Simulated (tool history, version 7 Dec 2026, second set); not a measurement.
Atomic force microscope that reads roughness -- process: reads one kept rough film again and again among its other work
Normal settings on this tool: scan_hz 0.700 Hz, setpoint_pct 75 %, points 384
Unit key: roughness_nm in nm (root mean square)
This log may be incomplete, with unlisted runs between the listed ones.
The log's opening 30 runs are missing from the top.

run,hour,scan_hz,setpoint_pct,points,pictures with this tip,hours of work since the height scale was calibrated,roughness_nm
31,720.1,0.533,73,522,138,1271,2.143
32,736.6,0.700,83,384,171,1282,1.859
# hour 754.2: new tip fitted
33,764.8,1.044,59,735,21,1300,3.167
34,796.6,1.044,59,460,84,1320,2.564
35,827.0,1.665,78,330,144,1340,1.901
36,843.6,0.966,63,497,177,1350,1.979
# hour 858.9: new tip fitted
37,864.6,1.691,58,497,12,1363,3.241
38,892.2,1.691,58,497,67,1381,2.632
39,912.1,1.691,58,497,106,1394,2.315
40,937.7,0.556,58,497,157,1410,2.083
# hour 962.0: new tip fitted
41,968.0,0.653,58,625,12,1429,3.339
42,983.6,0.653,58,625,43,1439,2.960
43,1008.9,1.187,80,268,93,1456,2.220
44,1027.1,0.700,75,694,130,1467,2.179
45,1049.6,0.795,67,744,174,1482,1.954
# hour 1064.6: new tip fitted
46,1064.6,2.931,63,581,0,1491,3.127
47,1090.2,3.555,56,286,51,1508,2.606
48,1107.9,3.555,56,307,86,1519,2.316
49,1139.3,0.700,75,333,148,1539,2.024

What if the next run were any one of these 4? Each begins from the tool's condition after run 49:
# hour 1167.7: new tip fitted
A,1169.0,3.063,60,785,2,1558,?
# hour 1167.7: new tip fitted
B,1169.0,1.805,75,782,2,1558,?
# hour 1167.7: new tip fitted
C,1169.0,0.783,78,539,2,1558,?
# hour 1167.7: new tip fitted
D,1169.0,2.792,58,480,2,1558,?

run,roughness_nm
A,3.235
B,3.112
C,3.310
D,3.266
Take away the tool's hidden state, keep each run's random variation, and the runs would have read:
run,roughness_nm
A,3.330
B,3.203
C,3.407
D,3.362
